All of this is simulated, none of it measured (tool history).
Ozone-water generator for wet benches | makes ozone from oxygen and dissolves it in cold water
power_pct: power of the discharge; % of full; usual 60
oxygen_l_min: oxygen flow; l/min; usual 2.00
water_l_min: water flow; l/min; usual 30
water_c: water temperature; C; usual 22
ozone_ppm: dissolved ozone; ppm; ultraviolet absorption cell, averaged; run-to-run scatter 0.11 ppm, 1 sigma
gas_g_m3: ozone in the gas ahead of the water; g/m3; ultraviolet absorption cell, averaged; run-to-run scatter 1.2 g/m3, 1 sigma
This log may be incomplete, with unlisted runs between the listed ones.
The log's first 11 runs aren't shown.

run   hour  power_pct  oxygen_l_min  water_l_min  water_c  hours of work since the electrodes were changed  hours of work since the contactor was cleaned  hours of work since the thermometer was calibrated  ozone_ppm  gas_g_m3
 12  283.1         69          2.00           30       22                                             1590                                           2203                                                1292        8.8     217.3
 13  307.6         69          2.00           30       22                                             1613                                           2226                                                1315        8.8     217.2
 14  346.6         69          2.00           30       22                                             1650                                           2263                                                1352        8.6     218.6
 15  369.2         60          2.00           30       22                                             1671                                           2285                                                1373        8.0     198.1
 16  399.2         60          2.00           30       22                                             1700                                           2313                                                1402        8.3     198.2
 17  439.3         60          2.00           30       22                                             1738                                           2351                                                1440        7.9     198.5
 18  459.1         60          2.00           19       18                                             1756                                           2370                                                1459       12.9     198.8
 19  493.6         93          1.84           19       24                                             1789                                           2402                                                1491       15.7     266.9
 20  527.5         60          2.00           37       22                                             1821                                           2434                                                1523        6.3     198.3
 21  567.2         60          2.00           37       22                                             1859                                           2472                                                1561        6.3     198.0
 22  585.1         77          2.00           18       22                                             1876                                           2489                                                1578       15.5     228.6
 23  616.1         77          2.00           18       22                                             1905                                           2518                                                1607       15.5     228.9
 24  653.5         77          2.00           18       22                                             1940                                           2554                                                1642       15.5     226.7
 25  675.8         42          2.00           28       22                                             1961                                           2575                                                1664        6.8     157.9
 26  713.8         42          2.00           28       22                                             1997                                           2611                                                1699        6.9     157.8
 27  745.1         42          3.46           26       22                                             2027                                           2640                                                1729        8.7     126.3
 28  783.7         42          3.46           26       22                                             2063                                           2677                                                1766        8.9     126.1
 29  810.5         60          1.84           30       22                                             2089                                           2702                                                1791        7.5     203.8
 30  847.0         60          1.84           30       22                                             2123                                           2737                                                1825        7.9     201.6
 31  886.1         60          3.56           30       29                                             2160                                           2774                                                1862        8.9     153.8
 32  920.9         80          1.76           30       22                                             2193                                           2807                                                1895        9.0     244.1

Consider 5 possible next runs. They are alternatives, not a sequence: every one starts from the tool as it was left by run 32. What does each give?
  A  950.7         74          1.89           30       22                                             2221                                           2835                                                1924          ?         ?
  B  950.7         60          1.59           33       22                                             2221                                           2835                                                1924          ?         ?
  C  950.7         95          2.00           23       22                                             2221                                           2835                                                1924          ?         ?
  D  950.7         97          2.00           30       22                                             2221                                           2835                                                1924          ?         ?
  E  950.7         60          2.22           32       19                                             2221                                           2835                                                1924          ?         ?

run  ozone_ppm  gas_g_m3
  A        8.6     226.2
  B        6.4     211.7
  C       13.7     256.2
  D       10.4     256.4
  E        7.8     185.6
Without the tool's unlogged condition, the same runs would have read:
run  ozone_ppm  gas_g_m3
  A        9.7     249.7
  B        7.1     230.9
  C       15.6     286.9
  D       11.9     287.7
  E        8.7     202.3
